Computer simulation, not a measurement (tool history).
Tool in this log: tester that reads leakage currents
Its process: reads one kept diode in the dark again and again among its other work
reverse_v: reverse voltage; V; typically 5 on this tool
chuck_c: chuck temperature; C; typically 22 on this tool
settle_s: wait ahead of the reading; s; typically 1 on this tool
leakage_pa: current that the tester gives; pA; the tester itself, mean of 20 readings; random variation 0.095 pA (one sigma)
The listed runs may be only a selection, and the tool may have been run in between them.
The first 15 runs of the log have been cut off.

run,day,reverse_v,chuck_c,settle_s,hours of work since the probe card was cleaned,hours of work since the tester was calibrated,hours of work since the chuck was calibrated,leakage_pa
16,94.05,4.15,22,1.48,3608,416,1305,36.75
17,101,4.15,22,1.48,3693,501,1389,37.02
18,107.058,4.15,22,1.48,3766,575,1463,37.29
19,113.121,4.15,22,1.48,3841,649,1537,37.71
20,117.538,4.15,22,1.48,3894,703,1591,37.99
21,122.967,4.15,22,1.35,3961,769,1658,38.4
# day 125.196: probe card cleaned and baked
22,129.558,4.41,49,3.69,53,848,1737,199.48
23,135.146,8.67,21,1,121,916,1805,40.16
24,142.562,2.71,57,1,212,1007,1895,257.81
25,148.579,19.75,57,2.01,285,1080,1969,810.82
26,153.204,2.41,20,0.33,342,1136,2025,18.83
# day 158.183: chuck's temperature calibrated
27,159.517,1.17,26,1.33,418,1212,16,15.98
28,164.071,1.17,26,1.33,474,1268,72,16.24
29,171.821,16.19,56,0.44,568,1363,166,609.36
30,176.712,16.19,56,0.44,628,1422,226,614.63
31,184.704,16.19,56,0.44,725,1520,324,618.94
32,191.779,2.99,58,5.14,812,1606,410,262.72
33,195.396,12.23,22,1,856,1651,454,54.33
34,203.488,12.23,22,1,955,1749,553,55.69
35,209.65,1.09,41,1.93,1030,1825,628,48.39
36,213.438,4.05,22,7.67,1076,1871,675,27.29
37,218.062,5.85,22,4.61,1133,1927,731,34.95
38,225.15,7.52,39,1,1219,2014,818,134.29
39,232.579,1.07,20,1.41,1310,2105,908,10.89
40,238.492,1.07,20,1.41,1382,2177,980,10.97

Forecast each of these 4 alternatives for the next run:
A,246.542,4.55,55,2.24,1480,2275,1079,?
B,246.542,1.07,27,1.41,1480,2275,1079,?
C,246.542,2.45,39,8.8,1480,2275,1079,?
D,246.542,1.07,45,1.41,1480,2275,1079,?

run,leakage_pa
A,290.1
B,18.52
C,69.75
D,64.98
Had the tool no hidden state, the same runs would have come out as:
run,leakage_pa
A,267.2
B,16.08
C,62.45
D,59.52

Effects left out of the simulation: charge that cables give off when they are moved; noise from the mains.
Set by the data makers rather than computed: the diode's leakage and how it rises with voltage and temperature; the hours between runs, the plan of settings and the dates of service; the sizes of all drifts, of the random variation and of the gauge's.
